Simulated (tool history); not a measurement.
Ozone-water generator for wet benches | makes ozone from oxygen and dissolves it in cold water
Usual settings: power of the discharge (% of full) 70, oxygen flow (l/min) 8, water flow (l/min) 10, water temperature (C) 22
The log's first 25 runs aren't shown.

run,hour,power of the discharge (% of full),oxygen flow (l/min),water flow (l/min),water temperature (C),dissolved ozone (ppm),ozone in the gas ahead of the water (g/m3)
# hour 1851.4: water thermometer calibrated, once more
26,1853.6,45,8,9,22,15.6,115.1
27,1936.8,45,8,9,22,15.4,115.4
28,2035.1,45,8,9,22,15.3,114.9
29,2116.8,73,8,7,22,22,145.9
30,2212.2,41,8,15,20,11.5,109.2
31,2272.9,70,9.11,10,22,17,130.8
32,2358.5,70,9.11,10,22,16.8,129.9
33,2415,59,7.58,13,22,14.4,135.1
34,2482.2,70,11.44,7,22,17.5,112

Forecast each of these 3 alternatives for the next run:
A,2551.7,43,4.71,10,23,?,?
B,2551.7,70,11.44,7,23,?,?
C,2551.7,70,6.36,10,22,?,?

run,dissolved ozone (ppm),ozone in the gas ahead of the water (g/m3)
A,16.8,157.6
B,16.7,109.2
C,19.5,164.1
Without the tool's hidden state the same runs would have given:
run,dissolved ozone (ppm),ozone in the gas ahead of the water (g/m3)
A,19.5,178.1
B,20.3,128.6
C,23.6,193.2
